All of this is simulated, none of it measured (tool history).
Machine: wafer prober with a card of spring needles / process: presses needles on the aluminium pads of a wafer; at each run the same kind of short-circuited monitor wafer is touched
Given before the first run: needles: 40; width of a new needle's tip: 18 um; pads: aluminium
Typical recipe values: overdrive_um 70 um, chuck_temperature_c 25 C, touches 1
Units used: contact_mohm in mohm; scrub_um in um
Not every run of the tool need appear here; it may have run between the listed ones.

run,day,overdrive_um,chuck_temperature_c,touches,contact_mohm,scrub_um
1,0.000,70,25,1,265,19.37
# day 0.242: tips cleaned on abrasive film
2,0.479,70,25,1,230,19.50
3,1.200,70,25,1,258,19.29
# day 1.658: tips cleaned on abrasive film
4,1.854,70,50,1,230,19.35
5,2.267,70,50,1,254,19.41
6,3.004,70,50,1,273,19.43
# day 3.067: tips cleaned on abrasive film
7,3.692,70,50,1,250,19.29
8,4.304,70,50,1,270,19.44
# day 4.475: tips cleaned on abrasive film
9,4.817,70,50,1,243,19.41
10,5.133,70,50,1,251,19.27
11,5.521,70,25,1,262,19.44
# day 5.888: tips cleaned on abrasive film
12,5.988,70,25,1,218,19.39
13,6.696,70,25,1,258,19.38
14,7.246,70,25,1,268,19.24
# day 7.296: tips cleaned on abrasive film
15,7.954,67,25,1,255,18.29
16,8.392,70,25,1,262,19.29
# day 8.721: tips cleaned on abrasive film
17,9.029,70,25,1,232,19.16
18,9.538,70,25,1,253,19.29
# day 10.146: tips cleaned on abrasive film
19,10.192,77,89,1,226,21.13
20,10.621,59,89,1,266,16.03
21,11.167,86,25,1,247,23.76
# day 11.542: tips cleaned on abrasive film
22,11.850,70,78,3,232,19.18
23,12.500,90,78,2,238,24.64
# day 12.946: tips cleaned on abrasive film
24,13.133,70,112,1,241,19.06
25,13.717,87,78,1,243,23.74
26,14.108,87,78,1,256,23.93
# day 14.367: tips cleaned on abrasive film
27,14.688,87,78,1,235,23.73
28,15.075,82,84,3,232,22.37
# day 15.754: tips cleaned on abrasive film
29,15.762,82,84,3,223,22.59
30,16.058,70,28,1,237,18.96
31,16.558,70,28,1,260,19.15
32,16.946,70,28,1,266,19.01
# day 17.150: tips cleaned on abrasive film
33,17.667,69,25,2,232,18.73

What would each run have given without the hidden state, its run-to-run variation left as it was?
The hidden state here: debris on the tips, nm; way that the needles fall short of the set height, um; tips' diameter, um; drift of the gauge itself on contact_mohm, %; drift of the gauge itself on scrub_um, %.
run,contact_mohm,scrub_um
1,210,19.48
2,208,19.64
3,209,19.43
4,212,19.53
5,217,19.60
6,217,19.61
7,213,19.50
8,217,19.66
9,218,19.64
10,214,19.51
11,210,19.68
12,206,19.66
13,212,19.65
14,209,19.50
15,211,18.58
16,208,19.58
17,208,19.47
18,208,19.60
19,221,21.47
20,227,16.37
21,210,24.10
22,223,19.55
23,219,25.01
24,227,19.46
25,215,24.14
26,220,24.33
27,220,24.16
28,220,22.80
29,221,23.05
30,210,19.42
31,213,19.61
32,208,19.46
33,210,19.21
